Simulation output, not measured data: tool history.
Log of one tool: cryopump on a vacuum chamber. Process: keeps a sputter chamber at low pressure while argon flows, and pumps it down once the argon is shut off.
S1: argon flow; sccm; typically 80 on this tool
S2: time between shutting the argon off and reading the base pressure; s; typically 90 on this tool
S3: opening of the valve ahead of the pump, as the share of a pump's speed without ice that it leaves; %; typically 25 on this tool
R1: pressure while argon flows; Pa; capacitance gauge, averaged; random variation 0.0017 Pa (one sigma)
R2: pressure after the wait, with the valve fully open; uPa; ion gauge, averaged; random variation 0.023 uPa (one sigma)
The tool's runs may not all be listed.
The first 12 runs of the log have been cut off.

run 13 day=23.142 | S1=33 S2=90 S3=25 | R1=0.1731 R2=1.9
run 14 day=24.562 | S1=33 S2=90 S3=25 | R1=0.1726 R2=1.93
run 15 day=26.521 | S1=33 S2=90 S3=25 | R1=0.1727 R2=1.89
run 16 day=28.167 | S1=33 S2=90 S3=39 | R1=0.1126 R2=1.94
run 17 day=30.546 | S1=33 S2=90 S3=39 | R1=0.1112 R2=1.94
run 18 day=32.633 | S1=68 S2=90 S3=25 | R1=0.3563 R2=2.05
run 19 day=34.308 | S1=106 S2=25 S3=25 | R1=0.5534 R2=3.42
run 20 day=37.075 | S1=106 S2=39 S3=20 | R1=0.6948 R2=2.76
run 21 day=39.617 | S1=106 S2=39 S3=20 | R1=0.6944 R2=2.72
run 22 day=41.275 | S1=81 S2=174 S3=41 | R1=0.2625 R2=1.84
run 23 day=43.846 | S1=81 S2=174 S3=22 | R1=0.4849 R2=1.89
run 24 day=45.292 | S1=81 S2=174 S3=22 | R1=0.4852 R2=1.92
run 25 day=46.712 | S1=80 S2=120 S3=33 | R1=0.3206 R2=1.94
run 26 day=47.904 | S1=147 S2=71 S3=58 | R1=0.3424 R2=2.32
run 27 day=50.696 | S1=147 S2=71 S3=58 | R1=0.3451 R2=2.31
run 28 day=53.479 | S1=88 S2=129 S3=52 | R1=0.228 R2=2.04
run 29 day=55.954 | S1=88 S2=129 S3=52 | R1=0.2293 R2=2.09
run 30 day=58.138 | S1=88 S2=129 S3=52 | R1=0.2313 R2=2.15
run 31 day=60.646 | S1=80 S2=90 S3=33 | R1=0.326 R2=2.36
run 32 day=62.512 | S1=80 S2=90 S3=27 | R1=0.3957 R2=2.37
run 33 day=64.038 | S1=124 S2=199 S3=27 | R1=0.6109 R2=2.12

What if the next run were any one of these 5? Each begins from the tool's condition after run 33:
run A day=65.388 | S1=77 S2=222 S3=16 | R1=? R2=?
run B day=65.388 | S1=42 S2=90 S3=25 | R1=? R2=?
run C day=65.388 | S1=96 S2=176 S3=36 | R1=? R2=?
run D day=65.388 | S1=124 S2=199 S3=40 | R1=? R2=?
run E day=65.388 | S1=55 S2=29 S3=50 | R1=? R2=?

run=A R1=0.6299 R2=2.07
run=B R1=0.226 R2=2.36
run=C R1=0.3595 R2=2.14
run=D R1=0.4202 R2=2.11
run=E R1=0.1523 R2=3.54
With no hidden state in the tool, these same runs would have given:
run=A R1=0.6173 R2=0.45
run=B R1=0.219 R2=0.76
run=C R1=0.3438 R2=0.48
run=D R1=0.3999 R2=0.5
run=E R1=0.1432 R2=1.93
